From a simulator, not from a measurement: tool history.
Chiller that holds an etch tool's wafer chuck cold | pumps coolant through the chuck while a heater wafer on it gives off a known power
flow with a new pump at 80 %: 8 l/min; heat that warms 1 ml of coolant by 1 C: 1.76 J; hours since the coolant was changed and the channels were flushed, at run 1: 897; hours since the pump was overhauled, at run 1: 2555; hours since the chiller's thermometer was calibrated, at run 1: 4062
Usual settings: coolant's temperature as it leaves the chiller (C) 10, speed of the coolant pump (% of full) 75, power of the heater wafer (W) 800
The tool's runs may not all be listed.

| run | hour | coolant's temperature as it leaves the chiller (C) | speed of the coolant pump (% of full) | power of the heater wafer (W) | hours since the coolant was changed and the channels were flushed | hours since the pump was overhauled | hours since the chiller's thermometer was calibrated | chuck's temperature once it has settled (C) | how much warmer the coolant comes back (C) |
|---|---|---|---|---|---|---|---|---|---|
| 1 | 0.0 | 10 | 75 | 800 | 897 | 2555 | 4062 | 20.73 | 3.89 |
| 2 | 70.0 | 10 | 85 | 800 | 967 | 2625 | 4133 | 19.69 | 3.37 |
| 3 | 151.7 | 10 | 85 | 800 | 1049 | 2706 | 4214 | 19.56 | 3.36 |
| 4 | 234.8 | 10 | 85 | 800 | 1132 | 2789 | 4297 | 19.76 | 3.43 |
| 5 | 308.8 | 10 | 85 | 800 | 1206 | 2863 | 4371 | 19.84 | 3.39 |
| 6 | 402.2 | 8 | 75 | 800 | 1299 | 2957 | 4465 | 18.93 | 3.91 |
| 7 | 494.1 | 8 | 75 | 800 | 1391 | 3049 | 4557 | 18.70 | 3.99 |
| 8 | 568.9 | 9 | 75 | 800 | 1466 | 3123 | 4631 | 19.73 | 3.92 |
| 9 | 651.0 | 17 | 75 | 800 | 1548 | 3206 | 4713 | 27.87 | 3.91 |
| 10 | 717.0 | 10 | 75 | 800 | 1614 | 3272 | 4779 | 20.93 | 3.90 |
| 11 | 773.2 | 10 | 75 | 474 | 1670 | 3328 | 4836 | 16.38 | 2.26 |
| 12 | 831.7 | 10 | 75 | 474 | 1729 | 3386 | 4894 | 16.03 | 2.28 |
| 13 | 917.2 | 10 | 75 | 474 | 1814 | 3472 | 4980 | 16.12 | 2.35 |
| 14 | 997.7 | 10 | 71 | 474 | 1895 | 3552 | 5060 | 16.46 | 2.49 |
| 15 | 1056.8 | 2 | 80 | 1012 | 1954 | 3611 | 5119 | 15.16 | 4.64 |
|  | 1064.9 | chiller's thermometer calibrated |
| 16 | 1145.8 | 2 | 80 | 1012 | 2042 | 3699 | 81 | 15.10 | 4.73 |
| 17 | 1202.5 | 15 | 80 | 1012 | 2098 | 3756 | 138 | 28.10 | 4.69 |
| 18 | 1273.7 | 17 | 80 | 722 | 2170 | 3827 | 209 | 26.13 | 3.34 |
|  | 1309.4 | chiller's thermometer calibrated, once more |
| 19 | 1358.2 | 17 | 80 | 722 | 2253 | 3911 | 49 | 27.04 | 3.38 |
| 20 | 1405.7 | 3 | 87 | 722 | 2301 | 3958 | 96 | 12.50 | 3.05 |
| 21 | 1464.8 | 3 | 65 | 404 | 2360 | 4017 | 155 | 9.91 | 2.36 |
| 22 | 1540.0 | 18 | 89 | 800 | 2435 | 4093 | 231 | 28.35 | 3.38 |
| 23 | 1619.1 | 18 | 93 | 759 | 2514 | 4172 | 310 | 27.46 | 3.07 |
| 24 | 1700.2 | 14 | 75 | 504 | 2595 | 4253 | 391 | 21.51 | 2.51 |
| 25 | 1751.1 | 14 | 75 | 504 | 2646 | 4304 | 442 | 21.80 | 2.53 |
| 26 | 1794.8 | 20 | 75 | 504 | 2690 | 4347 | 485 | 27.35 | 2.51 |

Forecast each of these 5 alternatives for the next run:
| A | 1845.8 | 17 | 62 | 756 | 2741 | 4398 | 536 | ? | ? |
| B | 1845.8 | 3 | 75 | 686 | 2741 | 4398 | 536 | ? | ? |
| C | 1845.8 | 4 | 75 | 1101 | 2741 | 4398 | 536 | ? | ? |
| D | 1845.8 | 11 | 73 | 774 | 2741 | 4398 | 536 | ? | ? |
| E | 1845.8 | 6 | 61 | 1178 | 2741 | 4398 | 536 | ? | ? |

| run | chuck's temperature once it has settled (C) | how much warmer the coolant comes back (C) |
|---|---|---|
| A | 29.80 | 4.61 |
| B | 13.05 | 3.50 |
| C | 20.41 | 5.48 |
| D | 22.75 | 4.01 |
| E | 26.37 | 7.31 |
Without the tool's hidden state the same runs would have given:
| run | chuck's temperature once it has settled (C) | how much warmer the coolant comes back (C) |
|---|---|---|
| A | 28.31 | 4.19 |
| B | 11.87 | 3.19 |
| C | 18.51 | 4.99 |
| D | 21.39 | 3.65 |
| E | 24.02 | 6.65 |
